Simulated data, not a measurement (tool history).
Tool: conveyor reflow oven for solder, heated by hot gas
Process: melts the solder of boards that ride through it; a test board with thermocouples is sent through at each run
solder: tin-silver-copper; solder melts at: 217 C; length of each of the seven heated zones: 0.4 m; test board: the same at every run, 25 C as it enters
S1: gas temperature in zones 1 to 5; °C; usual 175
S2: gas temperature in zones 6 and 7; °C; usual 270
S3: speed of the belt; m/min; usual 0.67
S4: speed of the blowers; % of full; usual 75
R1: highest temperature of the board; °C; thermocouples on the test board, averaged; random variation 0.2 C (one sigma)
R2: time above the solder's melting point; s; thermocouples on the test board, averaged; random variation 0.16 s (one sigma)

run     day   S1   S2     S3  S4     R1    R2
  1       0  175  270   0.67  75  255.7  57.1
  2   1.404  175  270   0.67  75  255.6  56.7
  3   2.725  175  270   0.67  59  251.5  52.8
  4   4.346  175  275   0.67  75  260.1    59
  5     6.4  175  275   0.67  75  259.5  59.2
  6   8.625  175  270   0.67  75  254.9    56
  7  11.083  175  270  0.628  75  256.5  61.4
  8  13.762  175  270  0.683  75  253.4  53.7
  9  15.204  175  270  0.772  75  248.7  43.5
     15.529  -- belt drive overhauled, speed set with a stopwatch
 10  16.862  170  270  0.735  75    249    45
 11  18.604  170  270  0.577  66  255.2  64.4
     21.708  -- flux residue cleaned out of gas plates and filters
 12  21.725  170  270  0.577  66  258.6  67.2
     22.662  -- belt drive overhauled, speed set with a stopwatch, once more
 13  24.325  170  270  0.703  66  251.6  48.7
 14  26.762  170  270  0.593  66  256.8  63.1
 15  28.371  170  280  0.601  51  260.6  63.7

5 ways to go on from here, each from the tool as it stands after run 15. What would each give?
  A  30.275  175  270   0.67  71   ?   ?
  B  30.275  186  262  0.601  59   ?   ?
  C  30.275  168  265   0.67  78   ?   ?
  D  30.275  175  270  0.658  75   ?   ?
  E  30.275  179  280  0.601  51   ?   ?

run     R1    R2
  A  254.6  55.6
  B  249.9  63.3
  C  250.4  50.9
  D    256  57.5
  E  262.2  68.1
Without the tool's hidden state the same runs would have given:
run     R1    R2
  A  254.8  55.9
  B  249.6  63.2
  C  250.6  51.4
  D  256.2  57.7
  E    262  67.9
